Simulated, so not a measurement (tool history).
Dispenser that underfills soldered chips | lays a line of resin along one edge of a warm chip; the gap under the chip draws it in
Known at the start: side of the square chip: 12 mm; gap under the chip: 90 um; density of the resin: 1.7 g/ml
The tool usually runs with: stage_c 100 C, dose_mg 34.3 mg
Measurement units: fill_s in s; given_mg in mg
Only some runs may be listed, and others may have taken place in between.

| run | hour | stage_c | dose_mg | fill_s | given_mg |
|---|---|---|---|---|---|
| 1 | 0 | 100 | 34.3 | 87.8 | 33.46 |
|  | 7.9 | new syringe of resin |
| 2 | 9.7 | 88 | 34.3 | 140.1 | 33.38 |
| 3 | 16.8 | 88 | 34.3 | 218.6 | 33.24 |
|  | 19.4 | new syringe of resin |
|  | 31 | new syringe of resin |
| 4 | 31 | 88 | 34.3 | 127.4 | 32.91 |
|  | 42.9 | new syringe of resin |
| 5 | 44.6 | 100 | 34.3 | 78.9 | 32.73 |
|  | 48.5 | dispensing valve cleaned and set on the balance |
| 6 | 52.5 | 100 | 34.3 | 125.7 | 34.29 |
|  | 55.1 | new syringe of resin |
| 7 | 60.4 | 100 | 34.3 | 101.2 | 34.19 |
|  | 66.5 | new syringe of resin |
| 8 | 74.8 | 100 | 34.3 | 125.2 | 33.97 |
|  | 78.2 | new syringe of resin |
| 9 | 88.7 | 100 | 41.8 | 137.8 | 40.97 |
|  | 89.6 | new syringe of resin |
| 10 | 96.6 | 100 | 35.3 | 111.4 | 34.63 |
|  | 101.3 | new syringe of resin |
| 11 | 106.6 | 100 | 35.3 | 99.2 | 34.46 |
|  | 113.3 | new syringe of resin |
| 12 | 116 | 99 | 35.3 | 91.1 | 34.26 |
|  | 125 | new syringe of resin |
| 13 | 130.8 | 100 | 34.3 | 106.5 | 33.16 |
|  | 136.4 | new syringe of resin |
| 14 | 143.1 | 109 | 34.3 | 75.7 | 32.88 |
|  | 147.7 | dispensing valve cleaned and set on the balance |
|  | 148.9 | new syringe of resin |
| 15 | 151.8 | 109 | 34.3 | 58.2 | 34.18 |
| 16 | 159.2 | 100 | 34.3 | 141.5 | 34.12 |
|  | 160.7 | new syringe of resin |
| 17 | 165.7 | 100 | 34.3 | 105 | 34.03 |

Run 18, settings as shown, results not yet in. Your forecast:
|  | 171.8 | new syringe of resin |
| 18 | 174.3 | 85 | 39.6 | ? | ? |

{"run 18": {"fill_s": 169.7, "given_mg": 39.16}}
The same run, on a tool lacking any hidden state, would have yielded fill_s 139.2 s, given_mg 39.56 mg.

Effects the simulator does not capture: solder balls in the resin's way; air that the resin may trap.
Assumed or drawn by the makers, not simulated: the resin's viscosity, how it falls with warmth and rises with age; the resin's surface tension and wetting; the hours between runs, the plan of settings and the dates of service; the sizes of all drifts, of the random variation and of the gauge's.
